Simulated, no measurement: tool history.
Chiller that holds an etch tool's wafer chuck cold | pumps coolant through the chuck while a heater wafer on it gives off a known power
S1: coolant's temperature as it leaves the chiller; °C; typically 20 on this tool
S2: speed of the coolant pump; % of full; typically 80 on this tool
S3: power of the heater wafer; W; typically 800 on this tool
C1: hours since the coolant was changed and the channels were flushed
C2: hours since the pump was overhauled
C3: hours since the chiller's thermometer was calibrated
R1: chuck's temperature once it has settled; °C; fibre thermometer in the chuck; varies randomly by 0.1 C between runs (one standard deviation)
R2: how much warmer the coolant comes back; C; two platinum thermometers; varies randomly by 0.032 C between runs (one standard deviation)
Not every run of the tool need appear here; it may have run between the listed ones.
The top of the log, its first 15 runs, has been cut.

{"hour": 748.8, "done": "coolant pump overhauled"}
{"run": 16, "hour": 801.3, "S1": 18, "S2": 80, "S3": 800, "C1": 2347, "C2": 53, "C3": 1722, "R1": 25.7, "R2": 3.75}
{"run": 17, "hour": 864.0, "S1": 18, "S2": 80, "S3": 800, "C1": 2410, "C2": 115, "C3": 1785, "R1": 25.7, "R2": 3.76}
{"run": 18, "hour": 907.7, "S1": 11, "S2": 94, "S3": 758, "C1": 2454, "C2": 159, "C3": 1828, "R1": 17.7, "R2": 2.95}
{"run": 19, "hour": 946.7, "S1": 29, "S2": 80, "S3": 800, "C1": 2493, "C2": 198, "C3": 1867, "R1": 36.7, "R2": 3.74}
{"run": 20, "hour": 997.3, "S1": 29, "S2": 80, "S3": 800, "C1": 2543, "C2": 248, "C3": 1918, "R1": 36.7, "R2": 3.71}
{"run": 21, "hour": 1050.3, "S1": 29, "S2": 80, "S3": 800, "C1": 2596, "C2": 301, "C3": 1971, "R1": 36.8, "R2": 3.83}
{"hour": 1074.1, "done": "coolant pump overhauled, once more"}
{"run": 22, "hour": 1115.9, "S1": 17, "S2": 78, "S3": 1141, "C1": 2657, "C2": 42, "C3": 2031, "R1": 28.2, "R2": 5.44}
{"run": 23, "hour": 1183.2, "S1": 17, "S2": 78, "S3": 1141, "C1": 2724, "C2": 109, "C3": 2099, "R1": 28.1, "R2": 5.43}
{"run": 24, "hour": 1245.1, "S1": 20, "S2": 80, "S3": 781, "C1": 2786, "C2": 171, "C3": 2161, "R1": 27.3, "R2": 3.58}
{"run": 25, "hour": 1294.1, "S1": 19, "S2": 90, "S3": 961, "C1": 2835, "C2": 220, "C3": 2210, "R1": 27.3, "R2": 3.95}
{"run": 26, "hour": 1339.0, "S1": 19, "S2": 90, "S3": 961, "C1": 2880, "C2": 265, "C3": 2255, "R1": 27.5, "R2": 3.88}
{"run": 27, "hour": 1373.8, "S1": 11, "S2": 80, "S3": 672, "C1": 2915, "C2": 300, "C3": 2289, "R1": 17.3, "R2": 3.11}
{"run": 28, "hour": 1408.1, "S1": 20, "S2": 80, "S3": 514, "C1": 2949, "C2": 334, "C3": 2324, "R1": 24.8, "R2": 2.4}
{"run": 29, "hour": 1446.4, "S1": 26, "S2": 72, "S3": 992, "C1": 2987, "C2": 372, "C3": 2362, "R1": 36.0, "R2": 5.15}
{"run": 30, "hour": 1523.1, "S1": 26, "S2": 63, "S3": 587, "C1": 3064, "C2": 449, "C3": 2439, "R1": 32.5, "R2": 3.63}

Alternative continuations, all from the tool just after run 30; predict every row:
{"run": "A", "hour": 1587.9, "S1": 20, "S2": 94, "S3": 535, "C1": 3129, "C2": 514, "C3": 2503, "R1": "?", "R2": "?"}
{"run": "B", "hour": 1587.9, "S1": 11, "S2": 83, "S3": 691, "C1": 3129, "C2": 514, "C3": 2503, "R1": "?", "R2": "?"}
{"run": "C", "hour": 1587.9, "S1": 20, "S2": 98, "S3": 708, "C1": 3129, "C2": 514, "C3": 2503, "R1": "?", "R2": "?"}
{"run": "D", "hour": 1587.9, "S1": 10, "S2": 63, "S3": 626, "C1": 3129, "C2": 514, "C3": 2503, "R1": "?", "R2": "?"}

run=A R1=24.6 R2=2.08
run=B R1=17.5 R2=3.08
run=C R1=25.8 R2=2.62
run=D R1=17.1 R2=3.80
Had the tool no hidden state, the same runs would have come out as:
run=A R1=24.5 R2=2.07
run=B R1=17.3 R2=3.05
run=C R1=25.7 R2=2.60
run=D R1=16.9 R2=3.77
